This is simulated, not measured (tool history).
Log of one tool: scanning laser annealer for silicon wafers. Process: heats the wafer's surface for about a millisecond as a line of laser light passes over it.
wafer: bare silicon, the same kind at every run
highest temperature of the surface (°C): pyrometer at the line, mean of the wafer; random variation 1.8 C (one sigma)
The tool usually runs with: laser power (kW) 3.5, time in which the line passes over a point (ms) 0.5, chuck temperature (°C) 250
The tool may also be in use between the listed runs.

run	hour	laser power (kW)	time in which the line passes over a point (ms)	chuck temperature (°C)	highest temperature of the surface (°C)
1	0	3.5	0.5	250	1047
2	29.2	3.5	0.5	250	1046
3	66.4	3.5	0.5	250	1042
4	105.8	3.5	0.5	250	1041
5	128.5	3.5	0.5	250	1040
6	157	3.5	0.5	250	1042
7	199.1	3.5	0.5	250	1040
8	243.7	3.184	0.5	250	967
9	264.7	3.184	0.5	250	966
10	288.3	3.184	0.5	250	964
11	307.5	3.184	0.5	232	950
12	326.2	3.5	0.423	250	977
13	365.1	3.5	0.427	250	979
14	409.5	3.5	0.427	250	980
15	439.5	3.5	0.427	250	977
16	467.2	3.146	0.455	287	962
17	486.3	3.146	0.455	287	956
18	528.9	3.706	0.455	264	1053
19	562.8	3.706	0.455	264	1053
# hour 568.1: window over the wafer cleaned
20	597.6	3.619	0.397	254	974
21	621.7	3.619	0.397	254	969
22	648.7	3.619	0.397	254	973
23	673.2	3.5	0.551	289	1095
24	702.5	3.5	0.53	286	1077
25	739.8	3.306	0.578	250	1029
# hour 757.6: window over the wafer cleaned, once more
26	763.6	3.306	0.578	250	1054
27	786.5	3.306	0.578	250	1054

Here are 5 independent what-if runs from the current tool condition. What would each one return?
A	821.1	3.703	0.527	250	?
B	821.1	3.361	0.578	271	?
C	821.1	3.701	0.578	250	?
D	821.1	3.5	0.5	227	?
E	821.1	3.028	0.576	270	?

run	highest temperature of the surface (°C)
A	1110
B	1084
C	1142
D	1018
E	1001
Take away the tool's hidden state, keep each run's random variation, and the runs would have read:
run	highest temperature of the surface (°C)
A	1126
B	1099
C	1159
D	1033
E	1015
